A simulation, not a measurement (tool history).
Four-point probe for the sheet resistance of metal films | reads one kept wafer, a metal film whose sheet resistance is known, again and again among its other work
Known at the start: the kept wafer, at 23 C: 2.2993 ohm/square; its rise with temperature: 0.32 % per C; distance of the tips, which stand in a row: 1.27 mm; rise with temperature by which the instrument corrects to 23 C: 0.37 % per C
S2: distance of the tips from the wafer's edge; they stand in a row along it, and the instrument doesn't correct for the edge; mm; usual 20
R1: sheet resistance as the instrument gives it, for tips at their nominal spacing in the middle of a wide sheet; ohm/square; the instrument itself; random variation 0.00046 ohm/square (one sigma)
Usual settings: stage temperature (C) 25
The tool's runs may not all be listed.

run 1 day=0.000 | stage_temperature_(C)=25 S2=20 | R1=2.312679
run 2 day=0.779 | stage_temperature_(C)=25 S2=20 | R1=2.313686
run 3 day=1.558 | stage_temperature_(C)=25 S2=20 | R1=2.314543
run 4 day=2.238 | stage_temperature_(C)=25 S2=20 | R1=2.313670
run 5 day=3.417 | stage_temperature_(C)=25 S2=20 | R1=2.314274
run 6 day=4.317 | stage_temperature_(C)=25 S2=20 | R1=2.313478
run 7 day=5.383 | stage_temperature_(C)=25 S2=20 | R1=2.314193
run 8 day=5.992 | stage_temperature_(C)=25 S2=10 | R1=2.328107
run 9 day=6.558 | stage_temperature_(C)=25 S2=10 | R1=2.328469
run 10 day=7.512 | stage_temperature_(C)=25 S2=10 | R1=2.329805
run 11 day=8.100 | stage_temperature_(C)=25 S2=10 | R1=2.329257
-- day=8.171 stage's thermometer calibrated
run 12 day=8.667 | stage_temperature_(C)=25 S2=64 | R1=2.309978
run 13 day=9.288 | stage_temperature_(C)=21 S2=11 | R1=2.330028
run 14 day=10.433 | stage_temperature_(C)=22 S2=28 | R1=2.314563
run 15 day=11.354 | stage_temperature_(C)=26 S2=3 | R1=2.509286
run 16 day=12.129 | stage_temperature_(C)=29 S2=12 | R1=2.319004
run 17 day=12.829 | stage_temperature_(C)=18 S2=8 | R1=2.347535
run 18 day=13.979 | stage_temperature_(C)=18 S2=8 | R1=2.348199

Some steps in R1 between neighbouring runs. How much of each would the tool show without its hidden state too (settings, what came in, random variation), and how much is left for the hidden state, with any gauge scatter that isn't in both results?
The hidden state here: inner tips' distance over the nominal, %; tips' flats over new ones', %; wafer's true temperature over the reading, C; drift of the gauge itself on sheet_ohm, %.
Run 14 -> 15: stage temperature (C) 22 -> 26, S2 28 -> 3. R1 +0.194723 ohm/square: hidden state +0.000968, all else +0.193755.

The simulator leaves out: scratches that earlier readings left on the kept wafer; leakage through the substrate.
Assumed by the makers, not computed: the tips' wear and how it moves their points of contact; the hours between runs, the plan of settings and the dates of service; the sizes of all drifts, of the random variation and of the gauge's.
